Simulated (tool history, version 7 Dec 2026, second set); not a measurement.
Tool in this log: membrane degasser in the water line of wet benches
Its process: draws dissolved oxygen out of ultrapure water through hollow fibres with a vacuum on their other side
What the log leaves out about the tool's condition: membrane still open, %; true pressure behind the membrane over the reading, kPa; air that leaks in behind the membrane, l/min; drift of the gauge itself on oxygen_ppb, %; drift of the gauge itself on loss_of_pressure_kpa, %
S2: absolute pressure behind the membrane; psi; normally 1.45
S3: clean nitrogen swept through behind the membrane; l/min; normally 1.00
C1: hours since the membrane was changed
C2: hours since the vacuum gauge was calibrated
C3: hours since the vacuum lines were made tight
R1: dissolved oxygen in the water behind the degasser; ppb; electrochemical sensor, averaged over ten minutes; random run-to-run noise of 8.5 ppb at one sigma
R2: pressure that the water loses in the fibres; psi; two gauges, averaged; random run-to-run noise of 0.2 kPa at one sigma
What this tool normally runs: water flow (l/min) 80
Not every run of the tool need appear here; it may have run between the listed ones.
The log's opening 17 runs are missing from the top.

{"run": 18, "day": 61.396, "water flow (l/min)": 80, "S2": 1.13, "S3": 0.53, "C1": 5215, "C2": 710, "C3": 4266, "R1": 851.8, "R2": 6.692}
{"run": 19, "day": 65.079, "water flow (l/min)": 80, "S2": 1.13, "S3": 0.53, "C1": 5303, "C2": 799, "C3": 4355, "R1": 845.3, "R2": 6.715}
{"run": 20, "day": 69.883, "water flow (l/min)": 66, "S2": 1.45, "S3": 0.63, "C1": 5418, "C2": 914, "C3": 4470, "R1": 982.4, "R2": 5.506}
{"run": 21, "day": 74.9, "water flow (l/min)": 63, "S2": 1.1, "S3": 0.87, "C1": 5539, "C2": 1035, "C3": 4590, "R1": 533.9, "R2": 5.282}
{"run": 22, "day": 78.567, "water flow (l/min)": 63, "S2": 1.1, "S3": 0.87, "C1": 5627, "C2": 1123, "C3": 4678, "R1": 535.0, "R2": 5.282}
{"run": 23, "day": 82.396, "water flow (l/min)": 63, "S2": 1.1, "S3": 0.87, "C1": 5719, "C2": 1215, "C3": 4770, "R1": 534.6, "R2": 5.317}
{"run": 24, "day": 87.196, "water flow (l/min)": 80, "S2": 1.0, "S3": 0.5, "C1": 5834, "C2": 1330, "C3": 4885, "R1": 721.7, "R2": 6.769}
{"run": 25, "day": 90.058, "water flow (l/min)": 80, "S2": 1.54, "S3": 2.81, "C1": 5903, "C2": 1398, "C3": 4954, "R1": 437.7, "R2": 6.725}
{"run": 26, "day": 92.525, "water flow (l/min)": 50, "S2": 1.54, "S3": 0.76, "C1": 5962, "C2": 1458, "C3": 5013, "R1": 807.4, "R2": 4.197}
{"run": 27, "day": 96.483, "water flow (l/min)": 52, "S2": 1.45, "S3": 0.99, "C1": 6057, "C2": 1553, "C3": 5108, "R1": 650.0, "R2": 4.399}
{"run": 28, "day": 100.829, "water flow (l/min)": 52, "S2": 1.45, "S3": 0.99, "C1": 6161, "C2": 1657, "C3": 5212, "R1": 643.3, "R2": 4.371}
{"run": 29, "day": 104.025, "water flow (l/min)": 52, "S2": 1.45, "S3": 0.99, "C1": 6238, "C2": 1734, "C3": 5289, "R1": 646.9, "R2": 4.348}
{"run": 30, "day": 106.383, "water flow (l/min)": 80, "S2": 3.6, "S3": 1.0, "C1": 6294, "C2": 1790, "C3": 5346, "R1": 2323.1, "R2": 6.759}
{"run": 31, "day": 111.45, "water flow (l/min)": 86, "S2": 1.45, "S3": 0.46, "C1": 6416, "C2": 1912, "C3": 5467, "R1": 1367.6, "R2": 7.294}

Predict each of these 4 candidate next runs independently; none follows another, all start after run 31:
{"run": "A", "day": 115.125, "water flow (l/min)": 128, "S2": 1.09, "S3": 0.4, "C1": 6504, "C2": 2000, "C3": 5556, "R1": "?", "R2": "?"}
{"run": "B", "day": 115.125, "water flow (l/min)": 86, "S2": 1.94, "S3": 0.41, "C1": 6504, "C2": 2000, "C3": 5556, "R1": "?", "R2": "?"}
{"run": "C", "day": 115.125, "water flow (l/min)": 80, "S2": 0.9, "S3": 2.0, "C1": 6504, "C2": 2000, "C3": 5556, "R1": "?", "R2": "?"}
{"run": "D", "day": 115.125, "water flow (l/min)": 53, "S2": 1.45, "S3": 2.0, "C1": 6504, "C2": 2000, "C3": 5556, "R1": "?", "R2": "?"}

run=A R1=1139.2 R2=10.826
run=B R1=2041.4 R2=7.210
run=C R1=246.8 R2=6.776
run=D R1=380.6 R2=4.482
Take away the tool's hidden state, keep each run's random variation, and the runs would have read:
run=A R1=1106.0 R2=9.970
run=B R1=2041.5 R2=6.638
run=C R1=235.2 R2=6.242
run=D R1=372.5 R2=4.129
